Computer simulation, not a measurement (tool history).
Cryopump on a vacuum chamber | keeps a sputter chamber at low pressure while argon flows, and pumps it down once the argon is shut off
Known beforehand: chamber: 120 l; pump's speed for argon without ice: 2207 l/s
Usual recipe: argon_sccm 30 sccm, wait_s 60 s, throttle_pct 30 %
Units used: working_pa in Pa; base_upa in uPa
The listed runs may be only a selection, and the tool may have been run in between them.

run   hour  argon_sccm  wait_s  throttle_pct  working_pa  base_upa
  1      0          30      60            30      0.0787      1.88
  2   10.2          30      60            30       0.079      1.94
  3   32.8          35      60            30      0.0925      1.88
  4   50.2          30      60            30      0.0772       1.9
  5   62.6          14      60            30      0.0368         2
  6   73.8          14      60            30       0.037       1.9
  7   85.3          30      60            30      0.0795      2.01
  8   96.6          30      60            30      0.0787       1.9
  9  108.8          30      60            30      0.0802         2
 10  121.7          30      60            30      0.0784      2.02
 11  134.7          13      91            30      0.0337      1.74
 12  152.3          13      48            43      0.0243      2.27
 13    163          26     288            19      0.1065       1.3
 14  181.8          26     288            19      0.1084       1.3
 15  202.7          26     288            19      0.1084      1.29
 16  223.5          41      60            34      0.0959      2.02
 17  238.2          19      51            41      0.0377      2.27
 18    251          30      23            31      0.0769      3.42
 19  274.1          29     155            31      0.0745      1.55
 20  293.6          29     155            31      0.0746      1.51

Each row is a separate what-if for the run after 20, all from the same tool condition, not one after another. Results?
  A  306.7          30      60            49           ?         ?
  B  306.7          18      60            52           ?         ?
  C  306.7          12     155            45           ?         ?
  D  306.7          30      95            31           ?         ?
  E  306.7          50      60            30           ?         ?

run  working_pa  base_upa
  A      0.0509      2.07
  B      0.0278      2.02
  C      0.0213      1.53
  D      0.0775      1.72
  E      0.1345      2.09
With the hidden condition removed and each run's random variation left untouched, the same runs would have given:
run  working_pa  base_upa
  A      0.0476         1
  B      0.0258      0.97
  C        0.02      0.45
  D      0.0742      0.65
  E      0.1289      1.01
